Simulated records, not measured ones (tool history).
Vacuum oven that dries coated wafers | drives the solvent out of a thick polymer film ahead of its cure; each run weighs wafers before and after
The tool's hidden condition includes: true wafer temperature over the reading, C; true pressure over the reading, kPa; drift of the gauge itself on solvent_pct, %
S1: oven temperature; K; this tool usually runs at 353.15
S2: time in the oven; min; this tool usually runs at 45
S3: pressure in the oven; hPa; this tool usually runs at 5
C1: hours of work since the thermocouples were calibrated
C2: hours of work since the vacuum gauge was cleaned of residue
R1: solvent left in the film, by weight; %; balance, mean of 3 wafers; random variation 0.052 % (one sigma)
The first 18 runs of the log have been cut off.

run 19 hour=736 | S1=353.15 S2=45 S3=5 | C1=55 C2=1114 | R1=1.6
run 20 hour=768.3 | S1=348.15 S2=45 S3=5 | C1=68 C2=1127 | R1=2.45
run 21 hour=802.1 | S1=348.15 S2=45 S3=5 | C1=82 C2=1140 | R1=2.41
run 22 hour=840.6 | S1=348.15 S2=45 S3=5 | C1=97 C2=1156 | R1=2.55
run 23 hour=895.1 | S1=353.15 S2=45 S3=5 | C1=119 C2=1178 | R1=1.67
run 24 hour=941.5 | S1=353.15 S2=45 S3=5 | C1=138 C2=1197 | R1=1.67
run 25 hour=980 | S1=353.15 S2=45 S3=5 | C1=154 C2=1213 | R1=1.65
run 26 hour=1014.6 | S1=353.15 S2=47 S3=5 | C1=168 C2=1227 | R1=1.51
run 27 hour=1059.6 | S1=352.15 S2=45 S3=17.24 | C1=186 C2=1245 | R1=2.43
run 28 hour=1087.6 | S1=352.15 S2=45 S3=17.24 | C1=197 C2=1256 | R1=2.38
run 29 hour=1146.7 | S1=341.15 S2=59 S3=4.2 | C1=221 C2=1280 | R1=3.17
run 30 hour=1208.1 | S1=349.15 S2=61 S3=14.06 | C1=246 C2=1305 | R1=2.13
run 31 hour=1233.4 | S1=349.15 S2=61 S3=14.06 | C1=256 C2=1315 | R1=2.06
run 32 hour=1284.3 | S1=366.15 S2=56 S3=3.13 | C1=277 C2=1336 | R1=0.4
run 33 hour=1338.5 | S1=346.15 S2=40 S3=3.63 | C1=299 C2=1358 | R1=3.45
run 34 hour=1386.7 | S1=341.15 S2=24 S3=18.82 | C1=319 C2=1378 | R1=7.36
run 35 hour=1426.2 | S1=350.15 S2=39 S3=5 | C1=335 C2=1394 | R1=2.73
run 36 hour=1479.3 | S1=340.15 S2=45 S3=5.04 | C1=356 C2=1415 | R1=4.56
run 37 hour=1505.8 | S1=366.15 S2=27 S3=5.43 | C1=367 C2=1426 | R1=1.19
run 38 hour=1532.2 | S1=350.15 S2=31 S3=5.43 | C1=378 C2=1437 | R1=3.69
run 39 hour=1563.4 | S1=350.15 S2=31 S3=5.43 | C1=390 C2=1449 | R1=3.83

For run 40, what comes out?
run 40 hour=1590.5 | S1=353.15 S2=45 S3=16.33 | C1=401 C2=1460 | R1=?

Run 40 measured R1 2.37 %.
On a tool with no hidden condition, and with the same random variation, this run would have come out at R1 1.97 %.
